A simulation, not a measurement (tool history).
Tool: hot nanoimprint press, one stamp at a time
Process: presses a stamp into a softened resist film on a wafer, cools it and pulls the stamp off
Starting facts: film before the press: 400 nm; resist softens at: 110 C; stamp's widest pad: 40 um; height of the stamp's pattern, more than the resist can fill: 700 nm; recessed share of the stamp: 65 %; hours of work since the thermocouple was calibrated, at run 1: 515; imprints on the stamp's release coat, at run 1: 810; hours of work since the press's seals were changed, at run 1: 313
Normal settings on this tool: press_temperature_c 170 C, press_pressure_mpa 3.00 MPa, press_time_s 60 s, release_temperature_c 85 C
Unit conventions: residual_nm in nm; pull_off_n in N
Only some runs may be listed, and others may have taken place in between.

run   hour  press_temperature_c  press_pressure_mpa  press_time_s  release_temperature_c  hours of work since the thermocouple was calibrated  imprints on the stamp's release coat  hours of work since the press's seals were changed  residual_nm  pull_off_n
  1    0.0                  170                3.00            60                     85                                                  515                                   810                                                 313        157.3         132
  2   17.1                  170                3.00            60                     85                                                  523                                   847                                                 320        158.0         136
  3   34.8                  163                3.00            60                     85                                                  530                                   885                                                 328        240.6         134
  4   45.4                  163                3.00            60                     85                                                  535                                   908                                                 333        236.0         135
  5   62.0                  170                3.00            60                     79                                                  542                                   944                                                 340        159.5         152
  6   72.6                  170                3.00            60                     79                                                  547                                   967                                                 345        160.1         152
  7   90.2                  170                3.00            60                     79                                                  555                                  1005                                                 352        159.8         150
  8  101.0                  170                3.00            60                     79                                                  559                                  1028                                                 357        157.4         153
  9  117.0                  170                2.24            60                     79                                                  566                                  1063                                                 364        183.7         147
 10  129.8                  170                2.24            60                     79                                                  572                                  1090                                                 370        180.9         150
 11  144.6                  170                3.00            31                     85                                                  578                                  1122                                                 376        203.6         136
     158.5  -- plate thermocouple calibrated
 12  163.4                  170                3.00            31                     85                                                    2                                  1157                                                 383        200.7         137
 13  182.0                  174                3.00            31                     85                                                   10                                  1197                                                 391        162.3         138
     203.2  -- stamp cleaned and given a new release coat
 14  203.2                  174                3.00            31                     85                                                   17                                     0                                                 398        161.8         137
 15  220.2                  174                3.00            31                     85                                                   24                                    36                                                 405        161.7         138
 16  236.1                  174                3.00            31                     85                                                   31                                    71                                                 412        163.1         139
 17  255.0                  172                3.76            81                     77                                                   40                                   112                                                 421        111.0         155
 18  263.2                  172                3.76           116                     77                                                   43                                   130                                                 424         96.4         160
 19  281.4                  178                2.59            58                     85                                                   51                                   169                                                 432        110.4         138
 20  297.4                  178                2.59            58                     85                                                   58                                   204                                                 439        109.5         140
 21  312.1                  170                3.00            60                     82                                                   65                                   235                                                 446        159.4         142
 22  320.9                  170                3.00            60                     82                                                   69                                   254                                                 450        158.8         145

Estimate the outcome of run 23 from the log above:
 23  331.2                  158                2.09            92                     92                                                   73                                   277                                                 454            ?           ?

Run 23 yielded residual_nm 306.7 nm, pull_off_n 123 N.
Minus the tool's unlogged condition, the same run would have read residual_nm 306.9 nm, pull_off_n 123 N.

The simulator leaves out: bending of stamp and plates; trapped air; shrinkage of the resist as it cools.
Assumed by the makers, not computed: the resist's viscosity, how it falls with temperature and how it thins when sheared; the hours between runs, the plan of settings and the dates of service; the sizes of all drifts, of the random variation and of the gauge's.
